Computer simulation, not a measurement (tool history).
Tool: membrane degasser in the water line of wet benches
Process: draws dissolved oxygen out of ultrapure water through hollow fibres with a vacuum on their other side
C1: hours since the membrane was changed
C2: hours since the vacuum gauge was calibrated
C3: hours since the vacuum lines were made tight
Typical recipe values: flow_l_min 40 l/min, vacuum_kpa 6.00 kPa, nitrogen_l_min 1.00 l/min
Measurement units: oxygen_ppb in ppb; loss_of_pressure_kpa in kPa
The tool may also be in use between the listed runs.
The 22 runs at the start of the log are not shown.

{"run": 23, "hour": 2061.5, "flow_l_min": 35, "vacuum_kpa": 3.75, "nitrogen_l_min": 1.63, "C1": 2377, "C2": 929, "C3": 414, "oxygen_ppb": 52.4, "loss_of_pressure_kpa": 28.48}
{"run": 24, "hour": 2135.5, "flow_l_min": 64, "vacuum_kpa": 6.0, "nitrogen_l_min": 0.58, "C1": 2451, "C2": 1003, "C3": 488, "oxygen_ppb": 529.6, "loss_of_pressure_kpa": 51.86}
{"run": 25, "hour": 2204.2, "flow_l_min": 64, "vacuum_kpa": 6.0, "nitrogen_l_min": 0.58, "C1": 2520, "C2": 1071, "C3": 557, "oxygen_ppb": 523.4, "loss_of_pressure_kpa": 52.22}
{"run": 26, "hour": 2310.7, "flow_l_min": 34, "vacuum_kpa": 6.0, "nitrogen_l_min": 0.5, "C1": 2626, "C2": 1178, "C3": 663, "oxygen_ppb": 341.2, "loss_of_pressure_kpa": 27.75}
{"run": 27, "hour": 2438.2, "flow_l_min": 31, "vacuum_kpa": 7.56, "nitrogen_l_min": 1.37, "C1": 2754, "C2": 1305, "C3": 791, "oxygen_ppb": 232.5, "loss_of_pressure_kpa": 24.98}
{"run": 28, "hour": 2576.6, "flow_l_min": 45, "vacuum_kpa": 7.61, "nitrogen_l_min": 2.79, "C1": 2892, "C2": 1444, "C3": 929, "oxygen_ppb": 202.1, "loss_of_pressure_kpa": 36.18}
{"run": 29, "hour": 2714.5, "flow_l_min": 39, "vacuum_kpa": 3.83, "nitrogen_l_min": 2.79, "C1": 3030, "C2": 1582, "C3": 1067, "oxygen_ppb": 53.5, "loss_of_pressure_kpa": 31.12}
{"run": 30, "hour": 2782.1, "flow_l_min": 37, "vacuum_kpa": 4.86, "nitrogen_l_min": 0.64, "C1": 3098, "C2": 1649, "C3": 1135, "oxygen_ppb": 204.3, "loss_of_pressure_kpa": 29.96}
{"run": 31, "hour": 2889.3, "flow_l_min": 63, "vacuum_kpa": 7.9, "nitrogen_l_min": 2.95, "C1": 3205, "C2": 1756, "C3": 1242, "oxygen_ppb": 297.9, "loss_of_pressure_kpa": 50.36}

5 ways to go on from here, each from the tool as it stands after run 31. What would each give?
{"run": "A", "hour": 3031.1, "flow_l_min": 40, "vacuum_kpa": 6.76, "nitrogen_l_min": 1.0, "C1": 3347, "C2": 1898, "C3": 1384, "oxygen_ppb": "?", "loss_of_pressure_kpa": "?"}
{"run": "B", "hour": 3031.1, "flow_l_min": 44, "vacuum_kpa": 14.23, "nitrogen_l_min": 1.0, "C1": 3347, "C2": 1898, "C3": 1384, "oxygen_ppb": "?", "loss_of_pressure_kpa": "?"}
{"run": "C", "hour": 3031.1, "flow_l_min": 58, "vacuum_kpa": 6.08, "nitrogen_l_min": 2.95, "C1": 3347, "C2": 1898, "C3": 1384, "oxygen_ppb": "?", "loss_of_pressure_kpa": "?"}
{"run": "D", "hour": 3031.1, "flow_l_min": 53, "vacuum_kpa": 7.9, "nitrogen_l_min": 0.65, "C1": 3347, "C2": 1898, "C3": 1384, "oxygen_ppb": "?", "loss_of_pressure_kpa": "?"}
{"run": "E", "hour": 3031.1, "flow_l_min": 57, "vacuum_kpa": 11.82, "nitrogen_l_min": 1.87, "C1": 3347, "C2": 1898, "C3": 1384, "oxygen_ppb": "?", "loss_of_pressure_kpa": "?"}

run=A oxygen_ppb=315.2 loss_of_pressure_kpa=32.25
run=B oxygen_ppb=916.8 loss_of_pressure_kpa=34.82
run=C oxygen_ppb=195.2 loss_of_pressure_kpa=45.79
run=D oxygen_ppb=675.0 loss_of_pressure_kpa=42.07
run=E oxygen_ppb=586.0 loss_of_pressure_kpa=45.14
With no hidden state in the tool, these same runs would have given:
run=A oxygen_ppb=315.1 loss_of_pressure_kpa=33.45
run=B oxygen_ppb=916.7 loss_of_pressure_kpa=36.13
run=C oxygen_ppb=195.1 loss_of_pressure_kpa=47.52
run=D oxygen_ppb=674.7 loss_of_pressure_kpa=43.67
run=E oxygen_ppb=585.9 loss_of_pressure_kpa=46.84

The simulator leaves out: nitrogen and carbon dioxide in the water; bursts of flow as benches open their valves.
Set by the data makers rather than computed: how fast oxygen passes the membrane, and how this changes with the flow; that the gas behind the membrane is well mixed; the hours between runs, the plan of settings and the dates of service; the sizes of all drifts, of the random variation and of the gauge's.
